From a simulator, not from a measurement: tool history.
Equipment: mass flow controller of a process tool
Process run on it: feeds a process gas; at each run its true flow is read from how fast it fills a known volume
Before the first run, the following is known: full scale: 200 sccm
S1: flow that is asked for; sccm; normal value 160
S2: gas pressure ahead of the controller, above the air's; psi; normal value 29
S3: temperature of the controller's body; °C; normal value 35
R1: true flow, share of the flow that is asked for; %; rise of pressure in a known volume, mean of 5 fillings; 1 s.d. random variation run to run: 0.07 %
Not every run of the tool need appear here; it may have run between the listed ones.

run 1 hour=0 | S1=160 S2=29 S3=35 | R1=99.03
run 2 hour=244.5 | S1=160 S2=29 S3=35 | R1=99.02
run 3 hour=420 | S1=160 S2=26.5 S3=35 | R1=99.03
run 4 hour=668.8 | S1=160 S2=29 S3=35 | R1=98.9
run 5 hour=896.8 | S1=160 S2=29 S3=35 | R1=99.01
run 6 hour=1016.8 | S1=160 S2=29 S3=35 | R1=99.04
run 7 hour=1186.5 | S1=160 S2=29 S3=35 | R1=99.01
run 8 hour=1441.8 | S1=160 S2=29 S3=35 | R1=98.98
run 9 hour=1562.2 | S1=160 S2=29 S3=35 | R1=99.01
run 10 hour=1745.2 | S1=160 S2=29 S3=35 | R1=99.1
run 11 hour=1948.8 | S1=160 S2=29 S3=35 | R1=99.03
run 12 hour=2207.8 | S1=160 S2=29 S3=35 | R1=98.85
run 13 hour=2443.9 | S1=160 S2=29 S3=35 | R1=99.19
run 14 hour=2629.6 | S1=160 S2=29 S3=31 | R1=99.15
run 15 hour=2857 | S1=160 S2=29 S3=31 | R1=99.04
run 16 hour=3051.4 | S1=160 S2=29 S3=31 | R1=99.23
run 17 hour=3176.4 | S1=160 S2=29 S3=31 | R1=99.14
run 18 hour=3377.8 | S1=160 S2=29 S3=31 | R1=99.17
run 19 hour=3551.7 | S1=160 S2=29 S3=35 | R1=99
run 20 hour=3726.5 | S1=160 S2=29 S3=35 | R1=98.99
run 21 hour=3867.8 | S1=127 S2=29 S3=35 | R1=98.48
run 22 hour=4093.6 | S1=127 S2=29 S3=35 | R1=98.61
run 23 hour=4216.2 | S1=160 S2=29 S3=22 | R1=99.43
run 24 hour=4392.3 | S1=160 S2=37.4 S3=35 | R1=98.89
run 25 hour=4576.6 | S1=23 S2=37.4 S3=32 | R1=96.97
run 26 hour=4689.2 | S1=20 S2=27.1 S3=20 | R1=97.36
run 27 hour=4884.4 | S1=157 S2=20.3 S3=24 | R1=99.48
run 28 hour=5022.2 | S1=157 S2=23.4 S3=38 | R1=98.89
run 29 hour=5201.3 | S1=157 S2=23.4 S3=38 | R1=99
run 30 hour=5405.8 | S1=157 S2=23.4 S3=38 | R1=98.92
run 31 hour=5538.8 | S1=157 S2=23.4 S3=38 | R1=98.82
run 32 hour=5697.8 | S1=157 S2=36.8 S3=23 | R1=99.25
run 33 hour=5902.9 | S1=160 S2=23.9 S3=35 | R1=99.02
run 34 hour=6143.7 | S1=160 S2=23.9 S3=35 | R1=99.19
run 35 hour=6394.8 | S1=34 S2=23.2 S3=31 | R1=97.31
run 36 hour=6535 | S1=34 S2=23.2 S3=31 | R1=97.23
run 37 hour=6700.2 | S1=34 S2=23.2 S3=31 | R1=97.3

Run 38, settings as shown, results not yet in. Your forecast:
run 38 hour=6974.1 | S1=189 S2=24.9 S3=21 | R1=?

{"run 38": {"R1": 99.98}}
Take away the tool's hidden state, keep the run-to-run variation as it was, and the same run would have given R1 99.98 %.

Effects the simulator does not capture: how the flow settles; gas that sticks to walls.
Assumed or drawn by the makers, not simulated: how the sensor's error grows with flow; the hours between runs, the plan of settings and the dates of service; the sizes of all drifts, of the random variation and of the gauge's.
